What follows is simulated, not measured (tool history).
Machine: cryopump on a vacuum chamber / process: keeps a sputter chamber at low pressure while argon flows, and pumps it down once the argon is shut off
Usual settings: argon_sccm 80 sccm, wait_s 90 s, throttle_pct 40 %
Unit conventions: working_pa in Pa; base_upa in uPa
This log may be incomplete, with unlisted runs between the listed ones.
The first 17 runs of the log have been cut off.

run,day,argon_sccm,wait_s,throttle_pct,working_pa,base_upa
18,16.867,80,99,40,0.2835,1.95
19,17.55,40,90,40,0.1424,2.02
20,18.346,80,227,34,0.3342,1.59
21,19.412,119,58,34,0.4952,2.44
22,20.708,119,58,34,0.4989,2.44
23,21.367,119,58,34,0.4985,2.46
24,21.971,119,58,34,0.5004,2.53
25,22.55,139,61,22,0.8847,2.52
26,23.271,139,61,22,0.8834,2.56
27,24.35,139,61,22,0.8856,2.59
28,25.112,139,61,22,0.8869,2.54
29,25.921,63,61,22,0.4006,2.54
30,26.462,80,90,43,0.2731,2.31
31,27.567,80,90,57,0.2149,2.33
32,28.196,36,90,41,0.1292,2.41
33,28.879,115,46,21,0.7716,2.93
34,29.979,80,256,40,0.2966,1.94

Branching from run 34: 3 alternative next runs. What would each branch give?
A,31.279,38,90,27,?,?
B,31.279,143,90,40,?,?
C,31.279,53,140,19,?,?

run,working_pa,base_upa
A,0.2015,2.51
B,0.5295,2.51
C,0.3924,2.25
Without the tool's hidden state the same runs would have given:
run,working_pa,base_upa
A,0.1872,0.93
B,0.4761,0.94
C,0.3726,0.68
